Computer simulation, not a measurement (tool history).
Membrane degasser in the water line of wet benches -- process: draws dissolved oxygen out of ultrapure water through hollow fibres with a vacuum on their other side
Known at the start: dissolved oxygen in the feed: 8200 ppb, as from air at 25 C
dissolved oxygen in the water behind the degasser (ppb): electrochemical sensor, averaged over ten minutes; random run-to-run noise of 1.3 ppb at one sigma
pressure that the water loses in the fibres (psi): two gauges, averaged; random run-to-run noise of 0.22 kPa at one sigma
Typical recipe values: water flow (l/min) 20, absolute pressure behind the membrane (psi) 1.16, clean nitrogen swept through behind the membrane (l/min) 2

run,hour,water flow (l/min),absolute pressure behind the membrane (psi),clean nitrogen swept through behind the membrane (l/min),dissolved oxygen in the water behind the degasser (ppb),pressure that the water loses in the fibres (psi)
1,0,20,1.16,2,125.3,7.686
2,47.2,20,1.16,2,124.8,7.683
3,133.2,20,1.16,4.22,69.9,7.729
4,196.4,20,1.16,3.09,89.6,7.677
5,249.8,20,1.16,3.09,89.4,7.664
6,357.8,20,1.16,3.09,89.1,7.696
7,429.2,20,1.172,3.09,90.7,7.623
8,520,20,1.172,3.09,89.9,7.712
9,570.9,20,1.16,2,123.8,7.658
10,622.2,20,1.984,2,255.4,7.731
11,706.2,20,1.984,1.07,429.8,7.709
12,772.9,20,1.984,1.07,433.9,7.628
13,880.8,20,1.984,1.07,436.3,7.697
14,925.1,20,1.984,2.8,189.2,7.683
15,1004.1,20,1.16,0.95,231.1,7.633
16,1076.4,20,1.16,0.95,234,7.722
17,1155.4,13,1.224,1.43,113.3,4.972
18,1206.9,32,1.224,3.21,189.6,12.327
19,1292.8,17,1.97,2.33,187.5,6.477
20,1368.7,17,1.97,2.33,184.6,6.505
21,1452.9,17,1.949,1.48,275.3,6.454
22,1560.7,20,1.16,4.85,64.1,7.588
23,1653.8,14,1.765,3.45,92.1,5.324
24,1747,14,1.765,3.45,90.9,5.419
25,1839.8,14,1.765,3.45,93.3,5.382
26,1925.4,13,0.973,2,56.2,4.963
27,1986,26,0.953,0.81,258.2,9.937
28,2037.2,20,1.16,2.79,98.5,7.686
29,2141.4,20,1.16,2.79,98.2,7.686
30,2194,14,1.16,0.89,173.5,5.369
31,2262.4,15,2.071,3.24,127.1,5.781
# hour 2310.2: vacuum gauge calibrated
32,2364,14,0.698,2.7,23.9,5.422

Branching from run 32: 3 alternative next runs. What would each branch give?
A,2416.4,32,1.268,2.28,?,?
B,2416.4,14,2.322,1.07,?,?
C,2416.4,28,1.234,0.81,?,?

run,dissolved oxygen in the water behind the degasser (ppb),pressure that the water loses in the fibres (psi)
A,244.9,12.259
B,379.6,5.387
C,409.3,10.779
Stripped of hidden state, with their random variation kept, the same runs would have yielded:
run,dissolved oxygen in the water behind the degasser (ppb),pressure that the water loses in the fibres (psi)
A,244.7,12.251
B,379.5,5.384
C,409.1,10.772
